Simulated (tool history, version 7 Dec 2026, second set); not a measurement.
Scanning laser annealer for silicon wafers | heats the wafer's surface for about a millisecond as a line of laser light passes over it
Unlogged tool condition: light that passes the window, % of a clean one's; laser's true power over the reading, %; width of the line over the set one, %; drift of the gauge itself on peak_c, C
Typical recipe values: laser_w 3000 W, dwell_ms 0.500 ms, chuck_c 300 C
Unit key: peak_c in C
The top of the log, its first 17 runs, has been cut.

| run | hour | laser_w | dwell_ms | chuck_c | hours of work since the window was cleaned | hours of work since the power meter was calibrated | hours of work since the optics were aligned | peak_c |
|---|---|---|---|---|---|---|---|---|
| 18 | 263.8 | 3000 | 0.500 | 300 | 28 | 493 | 200 | 1128 |
| 19 | 284.5 | 3000 | 0.500 | 300 | 38 | 504 | 211 | 1127 |
| 20 | 302.1 | 3000 | 0.500 | 300 | 47 | 513 | 220 | 1129 |
| 21 | 316.9 | 2765 | 0.581 | 301 | 55 | 520 | 227 | 1101 |
| 22 | 335.2 | 2765 | 0.581 | 301 | 64 | 530 | 237 | 1101 |
| 23 | 353.1 | 3198 | 0.536 | 271 | 73 | 539 | 246 | 1186 |
| 24 | 363.1 | 3147 | 0.557 | 320 | 78 | 544 | 251 | 1233 |
| 25 | 372.5 | 2865 | 0.352 | 337 | 83 | 549 | 256 | 1006 |
| 26 | 394.8 | 2865 | 0.352 | 337 | 95 | 560 | 267 | 1005 |
| 27 | 406.7 | 3183 | 0.559 | 300 | 101 | 566 | 273 | 1224 |
| 28 | 420.6 | 3040 | 0.606 | 264 | 108 | 573 | 280 | 1168 |
| 29 | 435.5 | 3000 | 0.500 | 276 | 115 | 581 | 288 | 1098 |
| 30 | 456.4 | 2578 | 0.365 | 303 | 126 | 592 | 299 | 900 |
| 31 | 472.5 | 3035 | 0.556 | 300 | 134 | 600 | 307 | 1168 |
| 32 | 491.7 | 2824 | 0.478 | 329 | 144 | 610 | 317 | 1074 |

The next listed run, before its measurement:
| 33 | 513.6 | 2759 | 0.475 | 270 | 155 | 621 | 328 | ? |

{"run 33": {"peak_c": 992}}
Minus the tool's unlogged condition, the same run would have read peak_c 1010 C.
